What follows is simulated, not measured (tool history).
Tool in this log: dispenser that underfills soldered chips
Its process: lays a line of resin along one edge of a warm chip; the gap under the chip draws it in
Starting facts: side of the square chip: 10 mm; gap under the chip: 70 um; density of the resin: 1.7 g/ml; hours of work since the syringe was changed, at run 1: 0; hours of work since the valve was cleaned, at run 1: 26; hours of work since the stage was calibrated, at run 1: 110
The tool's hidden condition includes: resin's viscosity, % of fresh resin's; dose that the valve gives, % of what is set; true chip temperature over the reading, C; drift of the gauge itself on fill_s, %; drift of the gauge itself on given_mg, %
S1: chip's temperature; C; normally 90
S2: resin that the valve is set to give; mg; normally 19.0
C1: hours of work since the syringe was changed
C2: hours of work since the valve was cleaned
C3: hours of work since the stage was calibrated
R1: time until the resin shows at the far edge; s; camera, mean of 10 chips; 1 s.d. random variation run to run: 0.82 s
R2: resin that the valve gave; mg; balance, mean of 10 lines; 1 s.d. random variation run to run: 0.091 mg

{"run": 1, "hour": 0.0, "S1": 90, "S2": 19.0, "C1": 0, "C2": 26, "C3": 110, "R1": 79.1, "R2": 18.85}
{"run": 2, "hour": 8.8, "S1": 90, "S2": 19.0, "C1": 7, "C2": 32, "C3": 117, "R1": 140.6, "R2": 18.7}
{"hour": 14.1, "done": "new syringe of resin"}
{"run": 3, "hour": 19.0, "S1": 90, "S2": 19.0, "C1": 4, "C2": 39, "C3": 124, "R1": 104.7, "R2": 18.63}
{"run": 4, "hour": 24.9, "S1": 90, "S2": 19.0, "C1": 8, "C2": 44, "C3": 128, "R1": 152.9, "R2": 18.52}
{"hour": 28.5, "done": "new syringe of resin"}
{"run": 5, "hour": 30.2, "S1": 90, "S2": 19.0, "C1": 1, "C2": 47, "C3": 132, "R1": 85.4, "R2": 18.64}
{"run": 6, "hour": 38.9, "S1": 81, "S2": 19.0, "C1": 8, "C2": 54, "C3": 138, "R1": 199.4, "R2": 18.43}
{"hour": 43.1, "done": "new syringe of resin"}
{"run": 7, "hour": 46.8, "S1": 81, "S2": 19.0, "C1": 3, "C2": 59, "C3": 143, "R1": 130.1, "R2": 18.49}
{"run": 8, "hour": 52.2, "S1": 81, "S2": 18.7, "C1": 7, "C2": 63, "C3": 147, "R1": 188.7, "R2": 18.23}
{"hour": 57.9, "done": "new syringe of resin"}
{"run": 9, "hour": 60.2, "S1": 100, "S2": 19.0, "C1": 2, "C2": 69, "C3": 153, "R1": 61.1, "R2": 18.2}
{"run": 10, "hour": 65.7, "S1": 100, "S2": 19.0, "C1": 6, "C2": 73, "C3": 157, "R1": 88.1, "R2": 18.15}
{"hour": 72.9, "done": "new syringe of resin"}
{"run": 11, "hour": 74.5, "S1": 100, "S2": 19.0, "C1": 1, "C2": 79, "C3": 163, "R1": 61.2, "R2": 18.42}
{"run": 12, "hour": 82.4, "S1": 100, "S2": 19.0, "C1": 7, "C2": 84, "C3": 169, "R1": 102.6, "R2": 18.32}
{"hour": 87.9, "done": "new syringe of resin"}
{"hour": 88.9, "done": "dispensing valve cleaned and set on the balance"}
{"run": 13, "hour": 92.2, "S1": 100, "S2": 19.0, "C1": 2, "C2": 2, "C3": 175, "R1": 67.7, "R2": 19.05}
{"run": 14, "hour": 99.8, "S1": 90, "S2": 19.8, "C1": 8, "C2": 8, "C3": 180, "R1": 149.1, "R2": 19.6}
{"hour": 103.8, "done": "new syringe of resin"}
{"run": 15, "hour": 109.6, "S1": 99, "S2": 19.0, "C1": 4, "C2": 15, "C3": 187, "R1": 80.1, "R2": 18.86}
{"hour": 118.5, "done": "new syringe of resin"}
{"run": 16, "hour": 118.8, "S1": 99, "S2": 19.0, "C1": 0, "C2": 21, "C3": 194, "R1": 57.8, "R2": 18.92}
{"run": 17, "hour": 125.8, "S1": 99, "S2": 19.0, "C1": 5, "C2": 26, "C3": 199, "R1": 89.9, "R2": 18.84}
{"hour": 133.0, "done": "new syringe of resin"}
{"run": 18, "hour": 133.0, "S1": 99, "S2": 19.0, "C1": 0, "C2": 31, "C3": 204, "R1": 57.7, "R2": 18.62}
{"run": 19, "hour": 140.0, "S1": 77, "S2": 22.1, "C1": 5, "C2": 36, "C3": 209, "R1": 183.6, "R2": 21.83}
{"run": 20, "hour": 145.0, "S1": 87, "S2": 19.3, "C1": 9, "C2": 40, "C3": 212, "R1": 181.2, "R2": 19.08}
{"hour": 148.2, "done": "new syringe of resin"}
{"run": 21, "hour": 150.4, "S1": 91, "S2": 18.7, "C1": 2, "C2": 44, "C3": 216, "R1": 85.0, "R2": 18.22}
{"run": 22, "hour": 155.6, "S1": 87, "S2": 17.6, "C1": 5, "C2": 47, "C3": 220, "R1": 138.4, "R2": 17.09}
{"hour": 162.8, "done": "new syringe of resin"}
{"run": 23, "hour": 164.0, "S1": 99, "S2": 24.5, "C1": 1, "C2": 53, "C3": 226, "R1": 60.9, "R2": 23.78}
{"run": 24, "hour": 173.9, "S1": 90, "S2": 20.4, "C1": 8, "C2": 60, "C3": 233, "R1": 154.4, "R2": 19.92}
{"hour": 177.7, "done": "new syringe of resin"}
{"run": 25, "hour": 178.6, "S1": 104, "S2": 22.7, "C1": 1, "C2": 64, "C3": 236, "R1": 51.0, "R2": 21.81}
{"run": 26, "hour": 189.0, "S1": 101, "S2": 18.7, "C1": 8, "C2": 71, "C3": 243, "R1": 110.2, "R2": 17.92}
{"hour": 192.9, "done": "new syringe of resin"}
{"run": 27, "hour": 197.3, "S1": 101, "S2": 18.7, "C1": 3, "C2": 77, "C3": 249, "R1": 72.6, "R2": 17.95}
{"run": 28, "hour": 204.1, "S1": 78, "S2": 23.2, "C1": 8, "C2": 82, "C3": 254, "R1": 231.3, "R2": 22.3}
{"hour": 207.5, "done": "new syringe of resin"}
{"hour": 213.7, "done": "dispensing valve cleaned and set on the balance"}
{"run": 29, "hour": 214.5, "S1": 78, "S2": 23.2, "C1": 4, "C2": 1, "C3": 261, "R1": 165.2, "R2": 23.19}
{"hour": 223.0, "done": "new syringe of resin"}
{"run": 30, "hour": 223.3, "S1": 104, "S2": 16.8, "C1": 0, "C2": 7, "C3": 267, "R1": 51.2, "R2": 16.61}
{"run": 31, "hour": 229.0, "S1": 84, "S2": 16.9, "C1": 4, "C2": 11, "C3": 271, "R1": 136.6, "R2": 16.54}
{"run": 32, "hour": 234.5, "S1": 84, "S2": 16.9, "C1": 8, "C2": 15, "C3": 275, "R1": 195.4, "R2": 16.71}
{"hour": 237.8, "done": "new syringe of resin"}
{"run": 33, "hour": 241.5, "S1": 81, "S2": 16.8, "C1": 3, "C2": 20, "C3": 280, "R1": 130.1, "R2": 16.56}
{"run": 34, "hour": 251.5, "S1": 81, "S2": 16.8, "C1": 10, "C2": 27, "C3": 287, "R1": 248.2, "R2": 16.66}
{"hour": 252.4, "done": "new syringe of resin"}
{"run": 35, "hour": 257.3, "S1": 81, "S2": 16.8, "C1": 4, "C2": 31, "C3": 291, "R1": 141.3, "R2": 16.47}

Predict each of these 5 candidate next runs independently; none follows another, all start after run 35:
{"run": "A", "hour": 263.4, "S1": 91, "S2": 22.0, "C1": 8, "C2": 35, "C3": 295, "R1": "?", "R2": "?"}
{"run": "B", "hour": 263.4, "S1": 91, "S2": 20.5, "C1": 8, "C2": 35, "C3": 295, "R1": "?", "R2": "?"}
{"run": "C", "hour": 263.4, "S1": 79, "S2": 17.0, "C1": 8, "C2": 35, "C3": 295, "R1": "?", "R2": "?"}
{"run": "D", "hour": 263.4, "S1": 96, "S2": 19.0, "C1": 8, "C2": 35, "C3": 295, "R1": "?", "R2": "?"}
{"run": "E", "hour": 263.4, "S1": 87, "S2": 16.8, "C1": 8, "C2": 35, "C3": 295, "R1": "?", "R2": "?"}

run=A R1=144.8 R2=21.43
run=B R1=146.0 R2=19.96
run=C R1=223.7 R2=16.76
run=D R1=126.3 R2=18.49
run=E R1=169.6 R2=16.44
Stripped of hidden state, with their random variation kept, the same runs would have yielded:
run=A R1=73.2 R2=21.88
run=B R1=73.9 R2=20.37
run=C R1=113.1 R2=17.11
run=D R1=64.0 R2=18.88
run=E R1=85.7 R2=16.79

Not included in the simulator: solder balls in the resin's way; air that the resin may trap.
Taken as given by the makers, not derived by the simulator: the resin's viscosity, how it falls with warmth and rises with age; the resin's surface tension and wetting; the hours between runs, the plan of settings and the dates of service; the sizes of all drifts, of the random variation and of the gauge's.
